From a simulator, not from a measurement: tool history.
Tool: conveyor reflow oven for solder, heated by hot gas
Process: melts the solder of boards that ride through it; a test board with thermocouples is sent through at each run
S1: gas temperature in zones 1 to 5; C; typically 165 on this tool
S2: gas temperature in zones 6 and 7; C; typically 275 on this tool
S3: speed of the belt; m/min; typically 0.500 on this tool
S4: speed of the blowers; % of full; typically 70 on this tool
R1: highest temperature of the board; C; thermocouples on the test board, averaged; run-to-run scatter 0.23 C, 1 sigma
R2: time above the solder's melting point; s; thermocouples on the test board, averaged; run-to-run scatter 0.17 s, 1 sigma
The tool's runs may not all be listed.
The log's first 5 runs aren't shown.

Run 6, hour 236.7: usual settings but S3 0.592 m/min. Result: R1 251.9 C, R2 55.8 s.
Run 7, hour 293.3: usual settings but S3 0.592 m/min. Result: R1 251.9 C, R2 55.8 s.
Run 8, hour 347.9: usual settings but S2 265 C. Result: R1 249.3 C, R2 66.0 s.
Run 9, hour 412.2: usual settings but S1 161 C, S2 265 C. Result: R1 248.9 C, R2 63.9 s.
At hour 468.7: thermocouples of zones 6 and 7 changed.
Run 10, hour 487.7: usual settings but S1 161 C, S2 265 C. Result: R1 249.0 C, R2 63.5 s.
Run 11, hour 553.4: usual settings but S1 161 C, S2 265 C, S4 55 % of full. Result: R1 245.0 C, R2 58.5 s.
Run 12, hour 603.8: usual settings but S1 161 C, S2 265 C, S4 55 % of full. Result: R1 244.8 C, R2 58.5 s.
Run 13, hour 670.7: usual settings but S1 161 C, S2 265 C, S3 0.570 m/min, S4 55 % of full. Result: R1 239.8 C, R2 43.9 s.
At hour 714.6: flux residue cleaned out of gas plates and filters.
Run 14, hour 733.4: usual settings but S1 161 C, S2 279 C, S3 0.570 m/min, S4 55 % of full. Result: R1 252.0 C, R2 55.9 s.
Run 15, hour 776.7: usual settings but S1 161 C, S2 279 C, S3 0.570 m/min, S4 55 % of full. Result: R1 251.6 C, R2 55.7 s.

Run 16 comes next. What will it give?
Run 16, hour 835.8: usual settings but S1 161 C, S2 279 C, S3 0.570 m/min, S4 55 % of full. Result: R1 ?, R2 ?.

{"run 16": {"R1": 251.3, "R2": 56.1}}
Take away the tool's hidden state, keep the run-to-run variation as it was, and the same run would have given R1 251.3 C, R2 56.1 s.
